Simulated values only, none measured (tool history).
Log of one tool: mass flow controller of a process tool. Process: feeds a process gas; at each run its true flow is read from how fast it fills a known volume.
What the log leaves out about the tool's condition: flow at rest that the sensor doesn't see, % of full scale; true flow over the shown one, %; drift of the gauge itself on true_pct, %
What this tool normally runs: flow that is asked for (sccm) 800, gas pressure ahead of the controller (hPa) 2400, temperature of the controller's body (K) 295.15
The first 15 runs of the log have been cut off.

run	day	flow that is asked for (sccm)	gas pressure ahead of the controller (hPa)	temperature of the controller's body (K)	hours of work since the controller was set to zero	hours of work since the controller was changed	true flow (%)
# day 103.779: controller's zero set anew
16	111.583	800	1990	295.15	63	3440	99.75
17	121.454	800	1990	295.15	142	3519	99.91
# day 127.288: controller's zero set anew, once more
18	130.288	368	1990	312.15	24	3590	98.99
19	137.267	146	1980	295.15	80	3646	99.51
20	145.333	303	2200	297.15	145	3711	99.61
21	155.4	917	2400	295.15	226	3792	100.56
22	161.629	877	2470	295.15	276	3842	100.41
23	169.846	800	1630	295.15	342	3908	100.92
24	177.604	184	2390	308.15	405	3970	98.56
25	182.712	111	2390	308.15	446	4011	98.13
26	190.267	111	2390	308.15	506	4072	98.11
27	197.504	603	1790	294.15	565	4130	100.54
28	206.704	175	1790	298.15	639	4204	99.31
29	211.988	444	1790	308.15	681	4247	99.41
30	220.862	444	1790	308.15	752	4318	99.58
31	227.654	685	2230	297.15	807	4373	100.31
32	233.625	685	2230	297.15	855	4421	100.15

Each row is a separate what-if for the run after 32, all from the same tool condition, not one after another. Results?
A	242.817	626	1670	299.15	929	4495	?
B	242.817	800	2570	295.15	929	4495	?
C	242.817	187	2230	297.15	929	4495	?
D	242.817	219	1970	309.15	929	4495	?

run	true flow (%)
A	100.46
B	100.42
C	99.04
D	98.76
What these runs would have given with no unlogged condition in the tool:
run	true flow (%)
A	99.68
B	99.59
C	98.71
D	98.33

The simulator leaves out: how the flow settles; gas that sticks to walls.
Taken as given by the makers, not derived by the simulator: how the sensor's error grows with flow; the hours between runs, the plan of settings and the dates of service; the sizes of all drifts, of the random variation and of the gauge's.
